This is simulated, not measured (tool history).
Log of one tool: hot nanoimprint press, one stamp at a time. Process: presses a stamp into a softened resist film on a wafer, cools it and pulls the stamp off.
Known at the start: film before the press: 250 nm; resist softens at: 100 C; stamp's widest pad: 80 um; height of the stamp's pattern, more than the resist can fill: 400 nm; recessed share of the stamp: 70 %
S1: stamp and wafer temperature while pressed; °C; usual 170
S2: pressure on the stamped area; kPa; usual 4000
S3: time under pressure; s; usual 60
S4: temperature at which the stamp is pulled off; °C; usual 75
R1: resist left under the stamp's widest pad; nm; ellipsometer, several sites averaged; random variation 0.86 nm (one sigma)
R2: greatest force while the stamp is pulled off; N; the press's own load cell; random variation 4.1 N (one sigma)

Run 1, day 0.000: usual settings. Result: R1 125.5 nm, R2 243 N.
At day 1.433: press's hydraulic seals changed and the load cell set to zero.
Run 2, day 3.021: usual settings. Result: R1 124.5 nm, R2 261 N.
Run 3, day 5.504: usual settings. Result: R1 124.3 nm, R2 284 N.
Run 4, day 6.942: usual settings. Result: R1 125.5 nm, R2 277 N.
Run 5, day 9.721: usual settings. Result: R1 126.2 nm, R2 301 N.
At day 10.121: stamp cleaned and given a new release coat.
At day 11.283: plate thermocouple calibrated.
Run 6, day 13.329: usual settings. Result: R1 117.1 nm, R2 216 N.
Run 7, day 16.150: usual settings. Result: R1 119.5 nm, R2 233 N.
Run 8, day 18.783: usual settings but S1 163 °C. Result: R1 164.4 nm, R2 250 N.
Run 9, day 20.696: usual settings but S1 163 °C. Result: R1 167.4 nm, R2 244 N.
Run 10, day 23.408: usual settings but S1 163 °C. Result: R1 167.6 nm, R2 278 N.
Run 11, day 26.204: usual settings but S4 79 °C. Result: R1 123.3 nm, R2 274 N.
At day 28.154: stamp cleaned and given a new release coat.
Run 12, day 29.758: usual settings but S4 79 °C. Result: R1 124.7 nm, R2 196 N.
Run 13, day 31.588: usual settings but S2 2670 kPa, S4 79 °C. Result: R1 149.2 nm, R2 210 N.
Run 14, day 33.192: usual settings but S2 2670 kPa, S4 79 °C. Result: R1 149.2 nm, R2 212 N.
Run 15, day 34.638: usual settings but S2 2670 kPa, S4 79 °C. Result: R1 148.7 nm, R2 224 N.
Run 16, day 37.196: usual settings but S2 2670 kPa, S4 79 °C. Result: R1 150.4 nm, R2 229 N.
At day 38.075: plate thermocouple calibrated.
Run 17, day 40.054: usual settings but S2 2670 kPa, S4 79 °C. Result: R1 139.4 nm, R2 249 N.
Run 18, day 42.958: usual settings but S2 3640 kPa, S3 38 s, S4 61 °C. Result: R1 145.6 nm, R2 340 N.
At day 46.196: stamp cleaned and given a new release coat.
Run 19, day 46.196: usual settings but S1 161 °C, S2 4010 kPa. Result: R1 179.3 nm, R2 196 N.
Run 20, day 47.783: usual settings but S1 179 °C, S3 83 s, S4 64 °C. Result: R1 67.1 nm, R2 246 N.
Run 21, day 49.838: usual settings but S1 161 °C. Result: R1 180.7 nm, R2 217 N.
Run 22, day 51.717: usual settings but S1 161 °C. Result: R1 181.7 nm, R2 227 N.
Run 23, day 53.808: usual settings but S1 175 °C, S3 38 s. Result: R1 115.1 nm, R2 244 N.
Run 24, day 55.850: usual settings but S1 175 °C, S3 38 s, S4 63 °C. Result: R1 117.2 nm, R2 304 N.
Run 25, day 57.700: usual settings but S1 171 °C, S2 5130 kPa, S3 87 s, S4 76 °C. Result: R1 93.1 nm, R2 255 N.
Run 26, day 60.812: usual settings but S1 171 °C, S2 3170 kPa, S3 87 s, S4 76 °C. Result: R1 117.7 nm, R2 275 N.
At day 62.567: press's hydraulic seals changed and the load cell set to zero.
Run 27, day 63.338: usual settings but S1 175 °C, S4 80 °C. Result: R1 99.3 nm, R2 274 N.
At day 64.492: stamp cleaned and given a new release coat.
At day 65.483: plate thermocouple calibrated.
Run 28, day 66.754: usual settings but S1 173 °C, S2 3500 kPa, S3 37 s, S4 63 °C. Result: R1 126.8 nm, R2 244 N.
Run 29, day 68.479: usual settings but S1 179 °C, S2 2490 kPa, S4 68 °C. Result: R1 93.5 nm, R2 235 N.

Forecast each of these 3 alternatives for the next run:
Run A, day 70.658: usual settings but S1 179 °C, S2 3240 kPa, S3 77 s, S4 68 °C. Result: R1 ?, R2 ?.
Run B, day 70.658: usual settings but S1 179 °C, S2 2930 kPa, S3 59 s, S4 68 °C. Result: R1 ?, R2 ?.
Run C, day 70.658: usual settings but S2 6200 kPa, S3 67 s, S4 74 °C. Result: R1 ?, R2 ?.

run    R1   R2
  A  74.4  257
  B  88.4  248
  C  91.8  248
Without the tool's hidden state the same runs would have given:
run    R1   R2
  A  73.7  221
  B  87.5  214
  C  90.6  214

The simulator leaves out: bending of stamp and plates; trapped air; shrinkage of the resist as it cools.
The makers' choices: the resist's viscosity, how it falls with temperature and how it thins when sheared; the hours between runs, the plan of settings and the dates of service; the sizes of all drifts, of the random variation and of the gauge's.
